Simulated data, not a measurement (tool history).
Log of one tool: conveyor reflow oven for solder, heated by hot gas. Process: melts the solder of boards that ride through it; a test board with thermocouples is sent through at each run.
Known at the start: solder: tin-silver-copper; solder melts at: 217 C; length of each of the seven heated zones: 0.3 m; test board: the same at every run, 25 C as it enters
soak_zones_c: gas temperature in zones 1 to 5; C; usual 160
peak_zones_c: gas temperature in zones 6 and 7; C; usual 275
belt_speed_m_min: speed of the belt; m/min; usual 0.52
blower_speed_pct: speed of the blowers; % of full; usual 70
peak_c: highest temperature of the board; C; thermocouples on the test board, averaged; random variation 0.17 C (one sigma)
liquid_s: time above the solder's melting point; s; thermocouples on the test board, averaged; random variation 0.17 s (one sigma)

| run | hour | soak_zones_c | peak_zones_c | belt_speed_m_min | blower_speed_pct | peak_c | liquid_s |
|---|---|---|---|---|---|---|---|
| 1 | 0 | 160 | 275 | 0.52 | 70 | 251 | 45.3 |
| 2 | 85 | 160 | 275 | 0.52 | 70 | 250.9 | 45.2 |
| 3 | 143.6 | 160 | 275 | 0.52 | 70 | 251 | 45 |
| 4 | 220.3 | 160 | 275 | 0.52 | 70 | 251 | 45.3 |
|  | 232.6 | flux residue cleaned out of gas plates and filters |
| 5 | 267.5 | 160 | 275 | 0.52 | 70 | 251.9 | 46.2 |
| 6 | 332.8 | 160 | 275 | 0.52 | 70 | 251.8 | 46.1 |
| 7 | 384.5 | 160 | 275 | 0.52 | 70 | 251.8 | 46.3 |
| 8 | 429.1 | 160 | 287 | 0.52 | 70 | 261.5 | 52.1 |
| 9 | 496.1 | 160 | 287 | 0.52 | 70 | 261.4 | 52.3 |
|  | 552.9 | flux residue cleaned out of gas plates and filters |
| 10 | 584.2 | 160 | 287 | 0.52 | 70 | 262.7 | 52.8 |
|  | 595.3 | belt drive overhauled, speed set with a stopwatch |
| 11 | 672.4 | 160 | 287 | 0.52 | 72 | 263.5 | 53.7 |
| 12 | 724.4 | 160 | 287 | 0.52 | 72 | 263.2 | 53.7 |
| 13 | 767.9 | 160 | 275 | 0.52 | 70 | 252.6 | 47 |
| 14 | 830.6 | 160 | 275 | 0.52 | 70 | 252.2 | 47.2 |
|  | 882.5 | flux residue cleaned out of gas plates and filters |
| 15 | 913 | 160 | 275 | 0.52 | 70 | 253.2 | 47.7 |
|  | 971.5 | belt drive overhauled, speed set with a stopwatch, once more |
| 16 | 982.7 | 154 | 271 | 0.52 | 70 | 247.9 | 41.7 |
| 17 | 1054.4 | 152 | 271 | 0.52 | 55 | 240.5 | 33.7 |
|  | 1068.4 | thermocouples of zones 6 and 7 changed |
| 18 | 1129.5 | 155 | 275 | 0.606 | 70 | 241.1 | 29.7 |
| 19 | 1193.1 | 155 | 275 | 0.606 | 70 | 240.6 | 29.5 |
|  | 1212.7 | flux residue cleaned out of gas plates and filters |
| 20 | 1274.4 | 158 | 275 | 0.469 | 70 | 254.3 | 53.4 |
| 21 | 1318.4 | 160 | 288 | 0.52 | 70 | 261.4 | 52.4 |
| 22 | 1360.2 | 175 | 277 | 0.492 | 55 | 252.2 | 52.9 |
| 23 | 1441 | 175 | 277 | 0.492 | 61 | 254.1 | 55.2 |
| 24 | 1484.7 | 156 | 280 | 0.612 | 57 | 238.6 | 27 |
|  | 1535 | flux residue cleaned out of gas plates and filters |
| 25 | 1550.4 | 156 | 280 | 0.612 | 57 | 239.9 | 28 |
| 26 | 1612.5 | 173 | 280 | 0.615 | 57 | 244.7 | 35.7 |
| 27 | 1676.4 | 169 | 275 | 0.432 | 70 | 259.7 | 66.5 |
| 28 | 1725.1 | 160 | 280 | 0.52 | 70 | 255.3 | 48.6 |
| 29 | 1797.6 | 160 | 280 | 0.52 | 70 | 254.6 | 48.5 |
| 30 | 1837.3 | 160 | 269 | 0.535 | 70 | 244.7 | 39.3 |

4 ways to go on from here, each from the tool as it stands after run 30. What would each give?
|  | 1857.8 | flux residue cleaned out of gas plates and filters |
| A | 1911.3 | 160 | 289 | 0.456 | 66 | ? | ? |
|  | 1857.8 | flux residue cleaned out of gas plates and filters |
| B | 1911.3 | 173 | 267 | 0.527 | 70 | ? | ? |
|  | 1857.8 | flux residue cleaned out of gas plates and filters |
| C | 1911.3 | 160 | 275 | 0.52 | 60 | ? | ? |
|  | 1857.8 | flux residue cleaned out of gas plates and filters |
| D | 1911.3 | 160 | 263 | 0.52 | 70 | ? | ? |

| run | peak_c | liquid_s |
|---|---|---|
| A | 267.7 | 64.2 |
| B | 247.4 | 46.3 |
| C | 247.5 | 42.8 |
| D | 241.4 | 38.6 |
Without the tool's hidden state the same runs would have given:
| run | peak_c | liquid_s |
|---|---|---|
| A | 266.4 | 62.8 |
| B | 246.2 | 44.9 |
| C | 246.3 | 41.3 |
| D | 240.2 | 37.1 |
